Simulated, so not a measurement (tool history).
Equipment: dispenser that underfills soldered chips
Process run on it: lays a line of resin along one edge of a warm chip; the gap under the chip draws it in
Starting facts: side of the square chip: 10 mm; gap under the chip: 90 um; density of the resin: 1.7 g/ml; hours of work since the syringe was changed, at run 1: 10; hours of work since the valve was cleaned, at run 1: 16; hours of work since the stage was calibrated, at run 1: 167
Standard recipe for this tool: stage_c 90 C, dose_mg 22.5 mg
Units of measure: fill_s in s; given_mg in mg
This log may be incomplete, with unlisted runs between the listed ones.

run,hour,stage_c,dose_mg,hours of work since the syringe was changed,hours of work since the valve was cleaned,hours of work since the stage was calibrated,fill_s,given_mg
1,0,90,22.5,10,16,167,44.8,22.1
# hour 2.4: new syringe of resin
2,6.2,90,22.5,3,20,171,25.2,22.18
3,12.7,90,22.5,8,25,176,36.1,22.13
# hour 18.3: new syringe of resin
4,24.5,90,22.5,5,33,185,28.6,21.97
5,32.6,90,22.5,11,39,191,44.5,21.73
# hour 34.2: new syringe of resin
6,38.2,90,22.5,3,43,194,25.4,21.73
7,45.6,90,22.5,8,49,200,38.8,21.72
# hour 50.8: new syringe of resin
8,51.3,90,22.5,0,53,204,20.9,21.63
9,62.7,90,22.5,9,61,212,40,21.41
# hour 66.8: new syringe of resin
10,71.9,90,22.5,4,68,219,26.3,21.22
# hour 82.6: new syringe of resin
11,83.6,90,22.5,1,76,227,21.8,21.18
# hour 88.6: dispensing valve cleaned and set on the balance
12,93.1,90,23.8,7,3,234,32.9,23.75
# hour 99.4: new syringe of resin
13,102,90,23.8,2,10,240,21.9,23.54
14,110.7,90,23.8,8,16,246,36,23.43
# hour 115.5: new syringe of resin
15,116,80,28.3,0,20,250,30.7,27.89
16,126.6,78,25,8,28,258,62.6,24.46
# hour 131.3: new syringe of resin
17,132.1,78,25,1,31,262,34,24.44
18,141.2,78,25,7,38,268,56.4,24.17
# hour 147.2: new syringe of resin
19,150.3,90,20.6,2,45,275,23.7,19.78
20,158.4,90,20.6,8,51,281,37.9,19.75
# hour 162.9: new syringe of resin
21,166.3,86,23.6,2,56,287,27.4,22.54
22,176.2,86,23.6,10,64,294,49.4,22.5
# hour 178.9: new syringe of resin
23,187.5,77,25.5,6,72,302,53.3,24.13
# hour 195: new syringe of resin
# hour 198.3: dispensing valve cleaned and set on the balance
24,199.6,77,25.5,3,1,310,41.8,25.3
# hour 211.7: new syringe of resin
25,211.7,103,25.6,0,10,319,11.2,25.41

Predict each of these 5 candidate next runs independently; none follows another, all start after run 25:
A,222.6,103,22.4,8,18,327,?,?
B,222.6,103,23.5,8,18,327,?,?
C,222.6,103,21.9,8,18,327,?,?
D,222.6,81,26.2,8,18,327,?,?
E,222.6,83,22.5,8,18,327,?,?

run,fill_s,given_mg
A,21.7,21.98
B,21.4,23.06
C,21.4,21.58
D,51.6,25.8
E,48.5,22.14
Had the tool no hidden state, the same runs would have come out as:
run,fill_s,given_mg
A,12.7,22.33
B,12.5,23.42
C,12.4,21.92
D,30.3,26.21
E,28.4,22.49
